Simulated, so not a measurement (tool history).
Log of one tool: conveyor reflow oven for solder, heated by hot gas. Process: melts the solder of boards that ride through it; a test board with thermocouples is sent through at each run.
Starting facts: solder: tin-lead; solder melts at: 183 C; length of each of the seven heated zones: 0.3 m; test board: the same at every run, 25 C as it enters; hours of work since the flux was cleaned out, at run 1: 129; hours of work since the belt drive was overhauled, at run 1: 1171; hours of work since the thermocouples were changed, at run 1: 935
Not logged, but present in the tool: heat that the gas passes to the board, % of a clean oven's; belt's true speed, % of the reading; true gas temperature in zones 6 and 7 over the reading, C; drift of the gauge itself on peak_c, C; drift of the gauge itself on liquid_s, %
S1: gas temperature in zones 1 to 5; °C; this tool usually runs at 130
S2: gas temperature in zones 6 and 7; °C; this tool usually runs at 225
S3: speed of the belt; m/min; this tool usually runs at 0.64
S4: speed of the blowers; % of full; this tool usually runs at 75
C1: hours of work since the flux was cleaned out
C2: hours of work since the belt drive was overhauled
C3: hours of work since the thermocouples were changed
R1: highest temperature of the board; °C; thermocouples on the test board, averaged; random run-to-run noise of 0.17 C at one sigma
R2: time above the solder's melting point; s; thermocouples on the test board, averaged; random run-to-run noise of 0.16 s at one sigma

{"run": 1, "hour": 0.0, "S1": 130, "S2": 225, "S3": 0.64, "S4": 75, "C1": 129, "C2": 1171, "C3": 935, "R1": 210, "R2": 35.2}
{"hour": 41.6, "done": "thermocouples of zones 6 and 7 changed"}
{"run": 2, "hour": 51.7, "S1": 130, "S2": 225, "S3": 0.64, "S4": 75, "C1": 157, "C2": 1199, "C3": 6, "R1": 206.6, "R2": 32.9}
{"run": 3, "hour": 114.3, "S1": 130, "S2": 225, "S3": 0.64, "S4": 75, "C1": 192, "C2": 1234, "C3": 41, "R1": 206.5, "R2": 32.7}
{"run": 4, "hour": 157.9, "S1": 130, "S2": 225, "S3": 0.64, "S4": 75, "C1": 216, "C2": 1258, "C3": 65, "R1": 206.2, "R2": 32.3}
{"run": 5, "hour": 230.0, "S1": 130, "S2": 225, "S3": 0.64, "S4": 75, "C1": 256, "C2": 1298, "C3": 105, "R1": 205.6, "R2": 32}
{"hour": 264.5, "done": "flux residue cleaned out of gas plates and filters"}
{"run": 6, "hour": 275.4, "S1": 130, "S2": 225, "S3": 0.64, "S4": 75, "C1": 6, "C2": 1321, "C3": 128, "R1": 208.5, "R2": 34.8}
{"run": 7, "hour": 324.1, "S1": 130, "S2": 225, "S3": 0.615, "S4": 75, "C1": 33, "C2": 1348, "C3": 155, "R1": 209.5, "R2": 37.2}
{"run": 8, "hour": 395.3, "S1": 130, "S2": 225, "S3": 0.615, "S4": 75, "C1": 73, "C2": 1388, "C3": 195, "R1": 209.1, "R2": 36.9}
{"run": 9, "hour": 466.4, "S1": 130, "S2": 225, "S3": 0.615, "S4": 75, "C1": 113, "C2": 1428, "C3": 235, "R1": 208.8, "R2": 36.9}
{"run": 10, "hour": 512.3, "S1": 130, "S2": 225, "S3": 0.615, "S4": 75, "C1": 139, "C2": 1453, "C3": 260, "R1": 208.8, "R2": 36.5}
{"run": 11, "hour": 579.7, "S1": 130, "S2": 225, "S3": 0.615, "S4": 75, "C1": 176, "C2": 1491, "C3": 298, "R1": 208.6, "R2": 36.2}
{"run": 12, "hour": 644.3, "S1": 131, "S2": 220, "S3": 0.64, "S4": 75, "C1": 212, "C2": 1527, "C3": 334, "R1": 202.9, "R2": 30.1}
{"run": 13, "hour": 717.5, "S1": 130, "S2": 225, "S3": 0.714, "S4": 75, "C1": 253, "C2": 1568, "C3": 375, "R1": 202.7, "R2": 25.6}
{"hour": 753.7, "done": "flux residue cleaned out of gas plates and filters"}
{"run": 14, "hour": 795.4, "S1": 118, "S2": 224, "S3": 0.64, "S4": 75, "C1": 23, "C2": 1609, "C3": 416, "R1": 205.9, "R2": 30.4}

Predict each of these 4 candidate next runs independently; none follows another, all start after run 14:
{"run": "A", "hour": 845.5, "S1": 126, "S2": 237, "S3": 0.64, "S4": 75, "C1": 51, "C2": 1637, "C3": 444, "R1": "?", "R2": "?"}
{"run": "B", "hour": 845.5, "S1": 118, "S2": 224, "S3": 0.713, "S4": 70, "C1": 51, "C2": 1637, "C3": 444, "R1": "?", "R2": "?"}
{"run": "C", "hour": 845.5, "S1": 124, "S2": 224, "S3": 0.604, "S4": 75, "C1": 51, "C2": 1637, "C3": 444, "R1": "?", "R2": "?"}
{"run": "D", "hour": 845.5, "S1": 133, "S2": 231, "S3": 0.611, "S4": 75, "C1": 51, "C2": 1637, "C3": 444, "R1": "?", "R2": "?"}

run=A R1=218.4 R2=40.4
run=B R1=199.9 R2=21.2
run=C R1=208.6 R2=35.9
run=D R1=216.2 R2=42.8
Without the tool's unlogged condition, the same runs would have read:
run=A R1=217.4 R2=39.4
run=B R1=198.9 R2=20.2
run=C R1=207.6 R2=34.7
run=D R1=215.1 R2=41.7

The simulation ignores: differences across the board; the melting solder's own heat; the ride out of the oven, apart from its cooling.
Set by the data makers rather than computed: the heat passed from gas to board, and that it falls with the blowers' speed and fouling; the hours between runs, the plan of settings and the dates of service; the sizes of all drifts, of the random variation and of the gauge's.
